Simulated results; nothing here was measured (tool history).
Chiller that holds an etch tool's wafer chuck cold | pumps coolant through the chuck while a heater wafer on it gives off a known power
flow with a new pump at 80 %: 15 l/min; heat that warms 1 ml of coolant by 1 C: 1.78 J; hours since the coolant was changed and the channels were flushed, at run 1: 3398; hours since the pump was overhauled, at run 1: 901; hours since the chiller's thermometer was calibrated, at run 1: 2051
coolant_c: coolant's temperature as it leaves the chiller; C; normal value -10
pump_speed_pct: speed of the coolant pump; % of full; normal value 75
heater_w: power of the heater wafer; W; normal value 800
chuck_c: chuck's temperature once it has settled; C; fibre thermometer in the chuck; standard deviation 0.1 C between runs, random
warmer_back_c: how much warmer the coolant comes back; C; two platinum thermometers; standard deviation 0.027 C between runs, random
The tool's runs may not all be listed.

| run | hour | coolant_c | pump_speed_pct | heater_w | hours since the coolant was changed and the channels were flushed | hours since the pump was overhauled | hours since the chiller's thermometer was calibrated | chuck_c | warmer_back_c |
|---|---|---|---|---|---|---|---|---|---|
| 1 | 0 | -10 | 75 | 800 | 3398 | 901 | 2051 | -1.3 | 1.95 |
| 2 | 18.7 | -10 | 75 | 621 | 3416 | 919 | 2070 | -3.5 | 1.48 |
| 3 | 48 | -10 | 75 | 800 | 3445 | 949 | 2099 | -1.4 | 1.95 |
| 4 | 63.1 | -10 | 75 | 800 | 3461 | 964 | 2114 | -1.5 | 1.94 |
| 5 | 92.2 | -10 | 75 | 800 | 3490 | 993 | 2144 | -1.4 | 1.95 |
| 6 | 110.2 | -10 | 75 | 800 | 3508 | 1011 | 2162 | -1.6 | 1.97 |
| 7 | 135.9 | -10 | 75 | 800 | 3533 | 1037 | 2187 | -1.4 | 1.94 |
| 8 | 164.1 | -10 | 75 | 631 | 3562 | 1065 | 2215 | -3.3 | 1.54 |
| 9 | 189.5 | -9 | 75 | 800 | 3587 | 1090 | 2241 | -0.2 | 1.95 |
| 10 | 206.5 | -9 | 75 | 800 | 3604 | 1107 | 2258 | -0.4 | 1.91 |
| 11 | 235.8 | -6 | 75 | 800 | 3633 | 1137 | 2287 | 2.8 | 1.95 |
| 12 | 257 | -6 | 75 | 800 | 3655 | 1158 | 2308 | 2.8 | 1.97 |
| 13 | 269.3 | -10 | 75 | 800 | 3667 | 1170 | 2321 | -1.3 | 1.95 |
| 14 | 290.6 | -10 | 75 | 800 | 3688 | 1191 | 2342 | -1.3 | 1.96 |
| 15 | 312 | -10 | 75 | 800 | 3710 | 1213 | 2363 | -1.4 | 1.97 |
| 16 | 325.2 | -10 | 75 | 800 | 3723 | 1226 | 2376 | -1.4 | 1.96 |
|  | 331.4 | coolant pump overhauled |
| 17 | 350.1 | -10 | 75 | 800 | 3743 | 19 | 2396 | -1.2 | 1.98 |
| 18 | 368.3 | -10 | 75 | 800 | 3761 | 37 | 2415 | -1.4 | 1.95 |
| 19 | 381.4 | -3 | 90 | 915 | 3774 | 50 | 2428 | 5.6 | 1.82 |
|  | 396 | coolant pump overhauled, once more |
| 20 | 415.3 | -3 | 90 | 915 | 3803 | 19 | 2457 | 5.3 | 1.8 |
| 21 | 437.7 | -7 | 90 | 429 | 3825 | 42 | 2479 | -3.3 | 0.87 |
| 22 | 466.4 | -7 | 90 | 429 | 3854 | 70 | 2508 | -3.2 | 0.85 |
| 23 | 496.6 | -7 | 90 | 429 | 3884 | 101 | 2538 | -3.5 | 0.83 |

Expected results for the next run?
| 24 | 527.1 | -7 | 68 | 1125 | 3915 | 131 | 2568 | ? | ? |

For run 24 the tool returned chuck_c 6.2 C, warmer_back_c 3 C.
Had the tool carried no hidden state, the very same run would have given chuck_c 5.5 C, warmer_back_c 3 C.
